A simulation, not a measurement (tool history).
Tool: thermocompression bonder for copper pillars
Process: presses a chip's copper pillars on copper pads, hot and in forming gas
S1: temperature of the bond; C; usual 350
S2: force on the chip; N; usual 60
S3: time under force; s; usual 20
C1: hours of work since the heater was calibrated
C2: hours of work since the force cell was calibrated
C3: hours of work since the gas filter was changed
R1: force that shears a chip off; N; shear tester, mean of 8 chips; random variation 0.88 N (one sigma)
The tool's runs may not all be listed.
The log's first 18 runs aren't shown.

run   hour   S1  S2  S3   C1   C2   C3    R1
 19  223.4  350  89  20  235  358   33  87.5
 20  238.7  350  49  20  246  369   43  62.4
 21  255.7  350  49  20  257  380   55  61.8
 22  263.3  350  43  30  262  385   60  64.5
 23  271.2  350  43  31  267  391   65  63.4
 24  279.4  332  39  24  273  396   71  44.9
 25  290.6  321  82  29  281  404   78  77.3
 26  306.8  321  82  29  292  415   89  76.1
 27  318.4  357  79  14  299  423   97  79.3
 28  328.9  350  60  37  307  430  104  77.6
 29  345.4  350  60  37  318  441  115  79.0
 30  359.2  336  56  30  327  450  125  68.1
 31  369.4  345  86  29  334  457  132  84.4
 32  384.4  375  80  25  344  467  142  87.4
 33  395.0  375  80  25  351  474  149  87.3
     402.9  -- forming gas filter changed
 34  411.6  350  44  20  362  485    6  56.8
 35  428.4  359  44  12  374  497   17  52.6
 36  440.2  371  60  26  382  505   25  83.3
 37  449.0  350  57  20  387  511   31  69.6
 38  456.7  324  44  25  393  516   36  48.3
 39  465.8  350  81  20  399  522   43  81.5

3 ways to go on from here, each from the tool as it stands after run 39. What would each give?
  A  480.3  338  42  13  409  532  52   ?
  B  480.3  350  37  16  409  532  52   ?
  C  480.3  350  90  20  409  532  52   ?

run    R1
  A  42.4
  B  44.7
  C  85.9
Without the tool's hidden state the same runs would have given:
run    R1
  A  43.2
  B  45.5
  C  87.4

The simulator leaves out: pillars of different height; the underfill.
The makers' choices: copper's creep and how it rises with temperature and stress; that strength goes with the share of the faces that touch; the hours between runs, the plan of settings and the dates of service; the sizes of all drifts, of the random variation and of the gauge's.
